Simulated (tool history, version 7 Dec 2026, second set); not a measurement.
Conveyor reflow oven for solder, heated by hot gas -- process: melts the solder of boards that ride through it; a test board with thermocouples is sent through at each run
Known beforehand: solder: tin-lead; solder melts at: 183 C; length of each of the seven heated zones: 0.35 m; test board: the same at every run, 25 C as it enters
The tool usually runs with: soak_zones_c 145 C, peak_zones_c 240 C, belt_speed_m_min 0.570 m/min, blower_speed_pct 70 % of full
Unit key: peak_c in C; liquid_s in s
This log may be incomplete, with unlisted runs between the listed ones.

run 1 hour=0.0 | soak_zones_c=145 peak_zones_c=240 belt_speed_m_min=0.570 blower_speed_pct=70 | peak_c=225.4 liquid_s=64.44
run 2 hour=20.8 | soak_zones_c=145 peak_zones_c=240 belt_speed_m_min=0.512 blower_speed_pct=70 | peak_c=227.9 liquid_s=74.04
-- hour=34.1 belt drive overhauled, speed set with a stopwatch
run 3 hour=54.6 | soak_zones_c=145 peak_zones_c=240 belt_speed_m_min=0.512 blower_speed_pct=74 | peak_c=229.4 liquid_s=75.79
run 4 hour=77.4 | soak_zones_c=145 peak_zones_c=240 belt_speed_m_min=0.512 blower_speed_pct=74 | peak_c=229.0 liquid_s=75.80
run 5 hour=119.2 | soak_zones_c=145 peak_zones_c=240 belt_speed_m_min=0.512 blower_speed_pct=74 | peak_c=228.9 liquid_s=75.60
run 6 hour=143.7 | soak_zones_c=145 peak_zones_c=240 belt_speed_m_min=0.512 blower_speed_pct=74 | peak_c=228.7 liquid_s=75.67
run 7 hour=170.2 | soak_zones_c=145 peak_zones_c=240 belt_speed_m_min=0.512 blower_speed_pct=74 | peak_c=228.9 liquid_s=75.66
run 8 hour=193.1 | soak_zones_c=145 peak_zones_c=240 belt_speed_m_min=0.512 blower_speed_pct=74 | peak_c=228.8 liquid_s=75.63
run 9 hour=228.1 | soak_zones_c=145 peak_zones_c=240 belt_speed_m_min=0.570 blower_speed_pct=70 | peak_c=224.6 liquid_s=65.23
run 10 hour=255.3 | soak_zones_c=145 peak_zones_c=240 belt_speed_m_min=0.635 blower_speed_pct=70 | peak_c=221.1 liquid_s=55.87
-- hour=277.4 belt drive overhauled, speed set with a stopwatch, once more
run 11 hour=291.2 | soak_zones_c=146 peak_zones_c=233 belt_speed_m_min=0.570 blower_speed_pct=70 | peak_c=217.2 liquid_s=57.89
run 12 hour=324.5 | soak_zones_c=146 peak_zones_c=233 belt_speed_m_min=0.570 blower_speed_pct=70 | peak_c=217.3 liquid_s=57.84
run 13 hour=345.0 | soak_zones_c=146 peak_zones_c=233 belt_speed_m_min=0.570 blower_speed_pct=70 | peak_c=217.1 liquid_s=58.11
run 14 hour=384.5 | soak_zones_c=137 peak_zones_c=233 belt_speed_m_min=0.570 blower_speed_pct=55 | peak_c=210.4 liquid_s=48.18
run 15 hour=407.8 | soak_zones_c=145 peak_zones_c=254 belt_speed_m_min=0.466 blower_speed_pct=70 | peak_c=241.5 liquid_s=87.07
run 16 hour=431.5 | soak_zones_c=145 peak_zones_c=253 belt_speed_m_min=0.466 blower_speed_pct=55 | peak_c=237.1 liquid_s=85.05
run 17 hour=474.9 | soak_zones_c=145 peak_zones_c=253 belt_speed_m_min=0.466 blower_speed_pct=55 | peak_c=236.7 liquid_s=85.18
run 18 hour=517.8 | soak_zones_c=145 peak_zones_c=253 belt_speed_m_min=0.466 blower_speed_pct=55 | peak_c=236.5 liquid_s=85.05
run 19 hour=554.9 | soak_zones_c=145 peak_zones_c=247 belt_speed_m_min=0.634 blower_speed_pct=71 | peak_c=224.0 liquid_s=55.98
run 20 hour=597.6 | soak_zones_c=145 peak_zones_c=247 belt_speed_m_min=0.634 blower_speed_pct=71 | peak_c=224.2 liquid_s=55.77

A few steps of peak_c between consecutive runs. Split each: what settings, incoming material and random variation would produce without the hidden state, and what is left over for the hidden state, along with gauge scatter present in only one of the two compared results (measured, and without hidden state):
Hidden state present: heat that the gas passes to the board, % of a clean oven's; belt's true speed, % of the reading; true gas temperature in zones 6 and 7 over the reading, C; drift of the gauge itself on peak_c, C; drift of the gauge itself on liquid_s, %.
Run 10 -> 11: soak_zones_c 145 -> 146, peak_zones_c 240 -> 233, belt_speed_m_min 0.635 -> 0.570, belt drive overhauled, speed set with a stopwatch, once more. peak_c -3.9 C: hidden state -1.2, all else -2.7.
Run 14 -> 15: soak_zones_c 137 -> 145, peak_zones_c 233 -> 254, belt_speed_m_min 0.570 -> 0.466, blower_speed_pct 55 -> 70. peak_c +31.1 C: hidden state +0.0, all else +31.1.
Run 18 -> 19: peak_zones_c 253 -> 247, belt_speed_m_min 0.466 -> 0.634, blower_speed_pct 55 -> 71. peak_c -12.5 C: hidden state -1.5, all else -11.0.

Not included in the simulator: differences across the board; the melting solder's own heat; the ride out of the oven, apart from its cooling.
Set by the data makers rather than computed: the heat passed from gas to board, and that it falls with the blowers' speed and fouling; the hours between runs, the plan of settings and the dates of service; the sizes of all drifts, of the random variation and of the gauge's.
